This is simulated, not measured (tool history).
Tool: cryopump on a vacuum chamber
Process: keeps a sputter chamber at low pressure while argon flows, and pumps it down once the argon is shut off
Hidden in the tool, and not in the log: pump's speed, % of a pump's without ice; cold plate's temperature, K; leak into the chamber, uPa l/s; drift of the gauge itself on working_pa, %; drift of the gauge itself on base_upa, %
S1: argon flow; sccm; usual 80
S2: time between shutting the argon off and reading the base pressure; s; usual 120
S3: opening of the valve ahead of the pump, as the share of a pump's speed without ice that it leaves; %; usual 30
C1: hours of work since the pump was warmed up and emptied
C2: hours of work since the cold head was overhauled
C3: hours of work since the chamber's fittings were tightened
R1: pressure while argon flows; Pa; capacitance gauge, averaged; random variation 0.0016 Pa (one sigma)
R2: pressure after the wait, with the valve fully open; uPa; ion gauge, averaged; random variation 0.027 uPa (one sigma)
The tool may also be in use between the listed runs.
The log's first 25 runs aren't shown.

Run 26, day 86.4: usual settings but S1 116 sccm, S2 57 s, S3 54 %; C1 491; C2 4040; C3 433. Result: R1 0.3415 Pa, R2 2.83 uPa.
Run 27, day 88.875: usual settings but S1 77 sccm, S2 98 s, S3 24 %; C1 526; C2 4075; C3 468. Result: R1 0.4934 Pa, R2 2.13 uPa.
Run 28, day 91.262: usual settings but S1 33 sccm, S2 181 s, S3 24 %; C1 560; C2 4110; C3 503. Result: R1 0.2093 Pa, R2 1.64 uPa.
Run 29, day 95.679: usual settings but S1 33 sccm, S2 181 s, S3 24 %; C1 623; C2 4173; C3 566. Result: R1 0.2092 Pa, R2 1.72 uPa.
Run 30, day 97.733: usual settings but S1 146 sccm, S2 62 s, S3 56 %; C1 653; C2 4202; C3 595. Result: R1 0.4243 Pa, R2 3 uPa.
Run 31, day 101.242: usual settings but S1 78 sccm, S2 52 s, S3 23 %; C1 703; C2 4252; C3 645. Result: R1 0.5189 Pa, R2 3.45 uPa.
Run 32, day 104.575: usual settings but S1 46 sccm, S2 97 s; C1 750; C2 4300; C3 693. Result: R1 0.2394 Pa, R2 2.43 uPa.
Run 33, day 106.904: usual settings but S1 46 sccm, S2 97 s, S3 23 %; C1 783; C2 4333; C3 726. Result: R1 0.3069 Pa, R2 2.53 uPa.
Run 34, day 109.579: usual settings but S1 60 sccm, S3 21 %; C1 822; C2 4371; C3 764. Result: R1 0.4374 Pa, R2 2.42 uPa.
Run 35, day 113.954: usual settings but S1 60 sccm, S3 21 %; C1 884; C2 4433; C3 826. Result: R1 0.4442 Pa, R2 2.49 uPa.

3 ways to go on from here, each from the tool as it stands after run 35. What would each give?
Run A, day 117.167: usual settings but S1 95 sccm, S2 25 s; C1 930; C2 4479; C3 872. Result: R1 ?, R2 ?.
Run B, day 117.167: usual settings but S1 60 sccm, S2 83 s, S3 21 %; C1 930; C2 4479; C3 872. Result: R1 ?, R2 ?.
Run C, day 117.167: usual settings but S1 76 sccm, S3 21 %; C1 930; C2 4479; C3 872. Result: R1 ?, R2 ?.

run      R1    R2
  A  0.5045  6.18
  B   0.442  2.95
  C  0.5615  2.59
Without the tool's hidden state the same runs would have given:
run      R1    R2
  A  0.4629  4.84
  B  0.4158  1.61
  C  0.5282  1.23
